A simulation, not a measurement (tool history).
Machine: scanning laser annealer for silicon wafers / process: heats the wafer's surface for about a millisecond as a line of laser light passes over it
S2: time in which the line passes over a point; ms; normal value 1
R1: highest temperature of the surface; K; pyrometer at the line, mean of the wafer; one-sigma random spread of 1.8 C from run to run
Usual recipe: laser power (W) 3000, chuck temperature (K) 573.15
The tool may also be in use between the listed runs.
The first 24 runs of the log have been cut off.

{"run": 25, "hour": 273.1, "laser power (W)": 3000, "S2": 1.09, "chuck temperature (K)": 590.15, "R1": 1367.15}
{"run": 26, "hour": 288.0, "laser power (W)": 3000, "S2": 1.09, "chuck temperature (K)": 590.15, "R1": 1366.15}
{"run": 27, "hour": 296.5, "laser power (W)": 3000, "S2": 1.09, "chuck temperature (K)": 590.15, "R1": 1367.15}
{"run": 28, "hour": 309.2, "laser power (W)": 3000, "S2": 1, "chuck temperature (K)": 574.15, "R1": 1319.15}
{"run": 29, "hour": 319.3, "laser power (W)": 2992, "S2": 1, "chuck temperature (K)": 609.15, "R1": 1349.15}
{"hour": 332.2, "done": "optics aligned, line set to its width"}
{"run": 30, "hour": 338.2, "laser power (W)": 2992, "S2": 1, "chuck temperature (K)": 609.15, "R1": 1364.15}
{"run": 31, "hour": 345.5, "laser power (W)": 3000, "S2": 1.04, "chuck temperature (K)": 573.15, "R1": 1346.15}
{"run": 32, "hour": 354.4, "laser power (W)": 3238, "S2": 0.86, "chuck temperature (K)": 547.15, "R1": 1323.15}
{"run": 33, "hour": 362.2, "laser power (W)": 2780, "S2": 1.05, "chuck temperature (K)": 536.15, "R1": 1236.15}
{"run": 34, "hour": 374.0, "laser power (W)": 2927, "S2": 0.79, "chuck temperature (K)": 536.15, "R1": 1190.15}
{"run": 35, "hour": 384.1, "laser power (W)": 2927, "S2": 0.79, "chuck temperature (K)": 536.15, "R1": 1187.15}
{"run": 36, "hour": 398.9, "laser power (W)": 2937, "S2": 0.88, "chuck temperature (K)": 553.15, "R1": 1242.15}
{"run": 37, "hour": 413.5, "laser power (W)": 2793, "S2": 1.16, "chuck temperature (K)": 605.15, "R1": 1348.15}
{"run": 38, "hour": 421.9, "laser power (W)": 3000, "S2": 0.71, "chuck temperature (K)": 589.15, "R1": 1221.15}
{"run": 39, "hour": 431.3, "laser power (W)": 2907, "S2": 1.06, "chuck temperature (K)": 589.15, "R1": 1333.15}
{"run": 40, "hour": 444.3, "laser power (W)": 2907, "S2": 1.06, "chuck temperature (K)": 589.15, "R1": 1335.15}
{"run": 41, "hour": 451.1, "laser power (W)": 2907, "S2": 1.06, "chuck temperature (K)": 589.15, "R1": 1337.15}

3 ways to go on from here, each from the tool as it stands after run 41. What would each give?
{"run": "A", "hour": 466.0, "laser power (W)": 3000, "S2": 1, "chuck temperature (K)": 584.15, "R1": "?"}
{"run": "B", "hour": 466.0, "laser power (W)": 2907, "S2": 1.13, "chuck temperature (K)": 559.15, "R1": "?"}
{"run": "C", "hour": 466.0, "laser power (W)": 2973, "S2": 0.77, "chuck temperature (K)": 545.15, "R1": "?"}

run=A R1=1335.15
run=B R1=1327.15
run=C R1=1197.15
Take away the tool's hidden state, keep each run's random variation, and the runs would have read:
run=A R1=1350.15
run=B R1=1343.15
run=C R1=1210.15
